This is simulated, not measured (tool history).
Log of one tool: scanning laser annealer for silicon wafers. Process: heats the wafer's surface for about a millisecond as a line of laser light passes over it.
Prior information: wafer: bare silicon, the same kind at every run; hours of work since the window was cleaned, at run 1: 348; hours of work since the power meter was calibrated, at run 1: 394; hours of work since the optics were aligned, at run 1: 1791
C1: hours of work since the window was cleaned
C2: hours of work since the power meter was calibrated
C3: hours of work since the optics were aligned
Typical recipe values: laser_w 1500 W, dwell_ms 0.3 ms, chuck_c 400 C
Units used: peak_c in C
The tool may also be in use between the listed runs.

{"run": 1, "hour": 0.0, "laser_w": 1500, "dwell_ms": 0.3, "chuck_c": 400, "C1": 348, "C2": 394, "C3": 1791, "peak_c": 1189}
{"hour": 64.0, "done": "optics aligned, line set to its width"}
{"run": 2, "hour": 65.0, "laser_w": 1500, "dwell_ms": 0.3, "chuck_c": 400, "C1": 378, "C2": 423, "C3": 1, "peak_c": 1200}
{"run": 3, "hour": 118.9, "laser_w": 1500, "dwell_ms": 0.3, "chuck_c": 400, "C1": 404, "C2": 450, "C3": 27, "peak_c": 1197}
{"run": 4, "hour": 164.2, "laser_w": 1500, "dwell_ms": 0.3, "chuck_c": 400, "C1": 426, "C2": 472, "C3": 49, "peak_c": 1199}
{"run": 5, "hour": 212.1, "laser_w": 1500, "dwell_ms": 0.3, "chuck_c": 400, "C1": 449, "C2": 495, "C3": 72, "peak_c": 1196}
{"run": 6, "hour": 251.3, "laser_w": 1500, "dwell_ms": 0.3, "chuck_c": 400, "C1": 469, "C2": 514, "C3": 92, "peak_c": 1197}
{"run": 7, "hour": 279.4, "laser_w": 1500, "dwell_ms": 0.3, "chuck_c": 400, "C1": 482, "C2": 528, "C3": 105, "peak_c": 1191}
{"run": 8, "hour": 328.4, "laser_w": 1500, "dwell_ms": 0.3, "chuck_c": 400, "C1": 506, "C2": 552, "C3": 129, "peak_c": 1193}
{"run": 9, "hour": 372.9, "laser_w": 1500, "dwell_ms": 0.3, "chuck_c": 400, "C1": 528, "C2": 574, "C3": 151, "peak_c": 1189}
{"run": 10, "hour": 401.2, "laser_w": 1500, "dwell_ms": 0.3, "chuck_c": 400, "C1": 542, "C2": 588, "C3": 165, "peak_c": 1192}
{"run": 11, "hour": 432.0, "laser_w": 1500, "dwell_ms": 0.3, "chuck_c": 400, "C1": 557, "C2": 603, "C3": 180, "peak_c": 1192}
{"run": 12, "hour": 491.8, "laser_w": 1500, "dwell_ms": 0.3, "chuck_c": 400, "C1": 586, "C2": 632, "C3": 209, "peak_c": 1186}
{"run": 13, "hour": 551.4, "laser_w": 1500, "dwell_ms": 0.3, "chuck_c": 400, "C1": 615, "C2": 661, "C3": 238, "peak_c": 1186}
{"hour": 590.1, "done": "window over the wafer cleaned"}
{"run": 14, "hour": 606.8, "laser_w": 1500, "dwell_ms": 0.3, "chuck_c": 400, "C1": 8, "C2": 687, "C3": 264, "peak_c": 1222}
{"run": 15, "hour": 634.7, "laser_w": 1500, "dwell_ms": 0.3, "chuck_c": 400, "C1": 22, "C2": 701, "C3": 278, "peak_c": 1221}
{"run": 16, "hour": 682.6, "laser_w": 1500, "dwell_ms": 0.3, "chuck_c": 400, "C1": 45, "C2": 724, "C3": 301, "peak_c": 1220}
{"run": 17, "hour": 712.5, "laser_w": 1500, "dwell_ms": 0.3, "chuck_c": 400, "C1": 60, "C2": 739, "C3": 316, "peak_c": 1217}
{"run": 18, "hour": 769.6, "laser_w": 1500, "dwell_ms": 0.3, "chuck_c": 400, "C1": 88, "C2": 767, "C3": 344, "peak_c": 1220}
{"run": 19, "hour": 832.1, "laser_w": 1500, "dwell_ms": 0.3, "chuck_c": 400, "C1": 118, "C2": 797, "C3": 374, "peak_c": 1213}
{"run": 20, "hour": 867.1, "laser_w": 1500, "dwell_ms": 0.3, "chuck_c": 400, "C1": 135, "C2": 814, "C3": 391, "peak_c": 1212}
{"run": 21, "hour": 928.9, "laser_w": 1500, "dwell_ms": 0.3, "chuck_c": 400, "C1": 166, "C2": 844, "C3": 422, "peak_c": 1212}
{"run": 22, "hour": 957.8, "laser_w": 1500, "dwell_ms": 0.327, "chuck_c": 385, "C1": 180, "C2": 858, "C3": 436, "peak_c": 1227}
{"run": 23, "hour": 1020.9, "laser_w": 1500, "dwell_ms": 0.327, "chuck_c": 385, "C1": 210, "C2": 889, "C3": 466, "peak_c": 1222}
{"run": 24, "hour": 1076.5, "laser_w": 1329, "dwell_ms": 0.257, "chuck_c": 400, "C1": 238, "C2": 916, "C3": 494, "peak_c": 1046}
{"run": 25, "hour": 1122.6, "laser_w": 1552, "dwell_ms": 0.368, "chuck_c": 389, "C1": 260, "C2": 939, "C3": 516, "peak_c": 1307}
{"run": 26, "hour": 1174.1, "laser_w": 1305, "dwell_ms": 0.3, "chuck_c": 384, "C1": 285, "C2": 964, "C3": 541, "peak_c": 1057}
{"run": 27, "hour": 1224.3, "laser_w": 1305, "dwell_ms": 0.3, "chuck_c": 384, "C1": 310, "C2": 989, "C3": 566, "peak_c": 1061}
{"run": 28, "hour": 1263.8, "laser_w": 1305, "dwell_ms": 0.3, "chuck_c": 384, "C1": 329, "C2": 1008, "C3": 585, "peak_c": 1057}
{"run": 29, "hour": 1314.2, "laser_w": 1301, "dwell_ms": 0.234, "chuck_c": 434, "C1": 354, "C2": 1033, "C3": 610, "peak_c": 1030}
{"run": 30, "hour": 1369.0, "laser_w": 1425, "dwell_ms": 0.3, "chuck_c": 429, "C1": 381, "C2": 1059, "C3": 637, "peak_c": 1175}
{"run": 31, "hour": 1429.4, "laser_w": 1291, "dwell_ms": 0.308, "chuck_c": 383, "C1": 410, "C2": 1089, "C3": 666, "peak_c": 1046}
{"run": 32, "hour": 1466.7, "laser_w": 1291, "dwell_ms": 0.308, "chuck_c": 383, "C1": 428, "C2": 1107, "C3": 684, "peak_c": 1046}
{"run": 33, "hour": 1528.5, "laser_w": 1500, "dwell_ms": 0.235, "chuck_c": 404, "C1": 458, "C2": 1137, "C3": 714, "peak_c": 1108}
{"run": 34, "hour": 1586.1, "laser_w": 1500, "dwell_ms": 0.323, "chuck_c": 404, "C1": 487, "C2": 1165, "C3": 743, "peak_c": 1217}
{"run": 35, "hour": 1649.2, "laser_w": 1367, "dwell_ms": 0.235, "chuck_c": 400, "C1": 517, "C2": 1196, "C3": 773, "peak_c": 1027}
{"run": 36, "hour": 1695.9, "laser_w": 1510, "dwell_ms": 0.3, "chuck_c": 392, "C1": 540, "C2": 1219, "C3": 796, "peak_c": 1178}
{"run": 37, "hour": 1733.1, "laser_w": 1500, "dwell_ms": 0.3, "chuck_c": 395, "C1": 558, "C2": 1237, "C3": 814, "peak_c": 1179}
{"run": 38, "hour": 1772.2, "laser_w": 1341, "dwell_ms": 0.24, "chuck_c": 423, "C1": 577, "C2": 1256, "C3": 833, "peak_c": 1037}
{"run": 39, "hour": 1799.7, "laser_w": 1341, "dwell_ms": 0.24, "chuck_c": 423, "C1": 591, "C2": 1270, "C3": 847, "peak_c": 1035}
{"run": 40, "hour": 1836.5, "laser_w": 1341, "dwell_ms": 0.24, "chuck_c": 423, "C1": 609, "C2": 1288, "C3": 865, "peak_c": 1038}
{"hour": 1885.7, "done": "window over the wafer cleaned"}
{"run": 41, "hour": 1885.7, "laser_w": 1341, "dwell_ms": 0.24, "chuck_c": 423, "C1": 0, "C2": 1311, "C3": 888, "peak_c": 1063}

Here are 4 independent what-if runs from the current tool condition. What would each one return?
{"run": "A", "hour": 1922.8, "laser_w": 1500, "dwell_ms": 0.341, "chuck_c": 427, "C1": 18, "C2": 1329, "C3": 906, "peak_c": "?"}
{"run": "B", "hour": 1922.8, "laser_w": 1437, "dwell_ms": 0.285, "chuck_c": 382, "C1": 18, "C2": 1329, "C3": 906, "peak_c": "?"}
{"run": "C", "hour": 1922.8, "laser_w": 1370, "dwell_ms": 0.266, "chuck_c": 423, "C1": 18, "C2": 1329, "C3": 906, "peak_c": "?"}
{"run": "D", "hour": 1922.8, "laser_w": 1355, "dwell_ms": 0.308, "chuck_c": 423, "C1": 18, "C2": 1329, "C3": 906, "peak_c": "?"}

run=A peak_c=1285
run=B peak_c=1133
run=C peak_c=1110
run=D peak_c=1145
What these runs would have given with no unlogged condition in the tool:
run=A peak_c=1302
run=B peak_c=1148
run=C peak_c=1123
run=D peak_c=1160
